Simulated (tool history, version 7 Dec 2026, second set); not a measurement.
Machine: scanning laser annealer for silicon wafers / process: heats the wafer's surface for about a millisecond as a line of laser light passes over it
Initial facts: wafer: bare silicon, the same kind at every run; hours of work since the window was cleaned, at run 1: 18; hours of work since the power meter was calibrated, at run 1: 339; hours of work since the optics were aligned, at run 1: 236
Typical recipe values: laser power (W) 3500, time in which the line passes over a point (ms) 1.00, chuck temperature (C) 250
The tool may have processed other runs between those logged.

run   hour  laser power (W)  time in which the line passes over a point (ms)  chuck temperature (C)  hours of work since the window was cleaned  hours of work since the power meter was calibrated  hours of work since the optics were aligned  highest temperature of the surface (C)
  1    0.0             3500                                             1.00                    250                                          18                                                 339                                          236                                    1019
  2   36.4             3500                                             1.00                    250                                          41                                                 362                                          259                                    1016
  3   65.0             3500                                             1.00                    250                                          60                                                 380                                          277                                    1018
  4  101.4             3500                                             1.00                    250                                          83                                                 403                                          300                                    1017
  5  140.1             3500                                             1.00                    284                                         107                                                 428                                          325                                    1046
  6  183.0             3500                                             1.00                    284                                         135                                                 455                                          352                                    1045
  7  207.7             3500                                             1.00                    284                                         150                                                 471                                          368                                    1046
  8  243.6             3500                                             1.00                    284                                         173                                                 494                                          391                                    1047
  9  263.1             3500                                             1.00                    284                                         186                                                 506                                          403                                    1042
 10  293.3             3500                                             1.00                    216                                         205                                                 525                                          423                                     977
 11  320.1             3500                                             1.00                    216                                         222                                                 542                                          440                                     973
 12  338.5             3500                                             1.00                    216                                         234                                                 554                                          451                                     973
     343.8  -- laser's power meter calibrated
 13  367.6             3500                                             1.08                    250                                         250                                                  15                                          468                                    1031
 14  401.0             3668                                             0.77                    256                                         271                                                  36                                          489                                     962
 15  441.3             3500                                             0.77                    241                                         297                                                  62                                          515                                     917
     451.8  -- laser's power meter calibrated, once more
 16  466.7             3500                                             0.77                    241                                         311                                                  10                                          529                                     916
 17  499.0             3492                                             0.96                    257                                         332                                                  30                                          550                                     995
 18  534.5             3492                                             0.96                    257                                         354                                                  53                                          572                                     995
 19  557.0             3492                                             0.76                    257                                         369                                                  67                                          586                                     926
 20  596.4             3492                                             0.76                    257                                         394                                                  92                                          611                                     923
 21  620.8             3492                                             0.76                    257                                         409                                                 107                                          627                                     924
 22  660.1             3433                                             0.75                    250                                         434                                                 132                                          652                                     902
     689.7  -- window over the wafer cleaned
 23  694.8             3778                                             0.90                    289                                           3                                                 153                                          673                                    1078
 24  736.7             2990                                             1.00                    229                                          30                                                 180                                          699                                     888
 25  763.8             3523                                             1.00                    250                                          47                                                 197                                          717                                    1018
 26  799.1             3523                                             1.00                    250                                          70                                                 220                                          739                                    1020

How the hidden state differs across the entries between the runs, from the last listed run before each to the first after it:
Between runs 12 and 13: laser's power meter calibrated (hour 343.8)
  light that passes the window, % of a clean one's: 98.43 -> 98.33; laser's true power over the reading, %: 0.3 -> 0.41; width of the line over the set one, %: 1.04 -> 1.07
  difference, measured minus the result without the unlogged condition, highest temperature of the surface (C): -14 -> -14
Between runs 15 and 16: laser's power meter calibrated, once more (hour 451.8)
  light that passes the window, % of a clean one's: 98.04 -> 97.95; laser's true power over the reading, %: 0.43 -> 0.5; width of the line over the set one, %: 1.15 -> 1.18
  difference, measured minus the result without the unlogged condition, highest temperature of the surface (C): -14 -> -15
Between runs 22 and 23: window over the wafer cleaned (hour 689.7)
  light that passes the window, % of a clean one's: 97.19 -> 99.84; laser's true power over the reading, %: 0.53 -> 0.54; width of the line over the set one, %: 1.4 -> 1.44
  difference, measured minus the result without the unlogged condition, highest temperature of the surface (C): -20 -> -3
